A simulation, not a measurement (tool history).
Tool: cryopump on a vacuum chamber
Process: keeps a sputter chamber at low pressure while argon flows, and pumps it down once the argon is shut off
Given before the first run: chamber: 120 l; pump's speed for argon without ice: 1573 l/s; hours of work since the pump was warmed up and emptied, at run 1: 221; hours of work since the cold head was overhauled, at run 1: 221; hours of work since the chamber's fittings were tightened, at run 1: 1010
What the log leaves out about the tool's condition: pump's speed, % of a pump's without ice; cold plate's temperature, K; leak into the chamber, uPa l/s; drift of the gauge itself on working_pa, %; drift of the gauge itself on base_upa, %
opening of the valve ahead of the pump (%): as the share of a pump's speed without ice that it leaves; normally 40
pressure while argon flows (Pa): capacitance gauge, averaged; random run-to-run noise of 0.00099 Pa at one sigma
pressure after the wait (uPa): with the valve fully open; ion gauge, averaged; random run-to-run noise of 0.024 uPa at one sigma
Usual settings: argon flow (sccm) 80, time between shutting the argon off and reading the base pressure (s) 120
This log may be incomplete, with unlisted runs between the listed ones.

| run | hour | argon flow (sccm) | time between shutting the argon off and reading the base pressure (s) | opening of the valve ahead of the pump (%) | hours of work since the pump was warmed up and emptied | hours of work since the cold head was overhauled | hours of work since the chamber's fittings were tightened | pressure while argon flows (Pa) | pressure after the wait (uPa) |
|---|---|---|---|---|---|---|---|---|---|
| 1 | 0 | 80 | 120 | 40 | 221 | 221 | 1010 | 0.2213 | 2.49 |
| 2 | 6.2 | 80 | 120 | 40 | 224 | 224 | 1013 | 0.2208 | 2.39 |
| 3 | 19.2 | 80 | 120 | 40 | 229 | 229 | 1019 | 0.2222 | 2.56 |
| 4 | 31.6 | 80 | 120 | 40 | 235 | 235 | 1025 | 0.2211 | 2.55 |
| 5 | 41.2 | 80 | 120 | 40 | 239 | 239 | 1029 | 0.2239 | 2.52 |
| 6 | 48.8 | 80 | 120 | 24 | 243 | 243 | 1033 | 0.3673 | 2.5 |
| 7 | 56.2 | 80 | 120 | 40 | 246 | 246 | 1036 | 0.2232 | 2.55 |
| 8 | 65.7 | 80 | 120 | 40 | 251 | 251 | 1040 | 0.2216 | 2.55 |
| 9 | 73.4 | 80 | 120 | 40 | 254 | 254 | 1044 | 0.2221 | 2.6 |
| 10 | 83.4 | 80 | 106 | 40 | 259 | 259 | 1048 | 0.2224 | 2.62 |
| 11 | 93 | 80 | 106 | 40 | 263 | 263 | 1053 | 0.2224 | 2.66 |
| 12 | 104.2 | 85 | 120 | 40 | 268 | 268 | 1058 | 0.2363 | 2.59 |
| 13 | 117.7 | 85 | 120 | 40 | 274 | 274 | 1064 | 0.2367 | 2.63 |
| 14 | 125.5 | 85 | 120 | 40 | 278 | 278 | 1067 | 0.2374 | 2.61 |
| 15 | 137.3 | 85 | 120 | 40 | 283 | 283 | 1073 | 0.2388 | 2.62 |
| 16 | 146.6 | 85 | 120 | 40 | 287 | 287 | 1077 | 0.2377 | 2.61 |
| 17 | 159 | 38 | 120 | 40 | 293 | 293 | 1083 | 0.1053 | 2.65 |
| 18 | 172.8 | 38 | 120 | 40 | 299 | 299 | 1089 | 0.1063 | 2.68 |
| 19 | 184.4 | 38 | 120 | 40 | 304 | 304 | 1094 | 0.1078 | 2.73 |
| 20 | 194.9 | 58 | 41 | 60 | 309 | 309 | 1099 | 0.1111 | 3.89 |
| 21 | 205.2 | 99 | 54 | 60 | 314 | 314 | 1104 | 0.1904 | 3.48 |
| 22 | 219.8 | 107 | 234 | 37 | 320 | 320 | 1110 | 0.3249 | 2.41 |
| 23 | 230.3 | 107 | 234 | 24 | 325 | 325 | 1115 | 0.4929 | 2.35 |
| 24 | 236.6 | 107 | 234 | 24 | 328 | 328 | 1118 | 0.4945 | 2.45 |
| 25 | 247.7 | 107 | 234 | 24 | 333 | 333 | 1123 | 0.4939 | 2.44 |
| 26 | 256.3 | 45 | 67 | 48 | 337 | 337 | 1127 | 0.1064 | 3.29 |
| 27 | 264.3 | 50 | 49 | 27 | 341 | 341 | 1130 | 0.2046 | 3.73 |
| 28 | 276.5 | 62 | 39 | 27 | 346 | 346 | 1136 | 0.2548 | 3.96 |
| 29 | 287.1 | 55 | 25 | 27 | 351 | 351 | 1141 | 0.2268 | 5.28 |
| 30 | 298.4 | 55 | 25 | 27 | 356 | 356 | 1146 | 0.2271 | 5.29 |
| 31 | 310.5 | 150 | 120 | 22 | 362 | 362 | 1151 | 0.7577 | 2.8 |
| 32 | 318.4 | 98 | 218 | 49 | 365 | 365 | 1155 | 0.2286 | 2.59 |
| 33 | 325.9 | 90 | 25 | 42 | 369 | 369 | 1158 | 0.2429 | 5.27 |
| 34 | 333.2 | 48 | 119 | 20 | 372 | 372 | 1162 | 0.2647 | 2.95 |

How would selected steps in pressure while argon flows (Pa) from run to run divide? Give the signed amount a tool lacking its hidden state would still show from settings, what came in and random variation, and the signed amount left for the hidden state, including any gauge scatter that is not in both of the compared results.
Run 25 -> 26: argon flow (sccm) 107 -> 45, time between shutting the argon off and reading the base pressure (s) 234 -> 67, opening of the valve ahead of the pump (%) 24 -> 48. pressure while argon flows (Pa) -0.3875: hidden state -0.0082, all else -0.3793.
Run 30 -> 31: argon flow (sccm) 55 -> 150, time between shutting the argon off and reading the base pressure (s) 25 -> 120, opening of the valve ahead of the pump (%) 27 -> 22. pressure while argon flows (Pa) +0.5306: hidden state +0.0141, all else +0.5165.
Run 31 -> 32: argon flow (sccm) 150 -> 98, time between shutting the argon off and reading the base pressure (s) 120 -> 218, opening of the valve ahead of the pump (%) 22 -> 49. pressure while argon flows (Pa) -0.5291: hidden state -0.0077, all else -0.5214.

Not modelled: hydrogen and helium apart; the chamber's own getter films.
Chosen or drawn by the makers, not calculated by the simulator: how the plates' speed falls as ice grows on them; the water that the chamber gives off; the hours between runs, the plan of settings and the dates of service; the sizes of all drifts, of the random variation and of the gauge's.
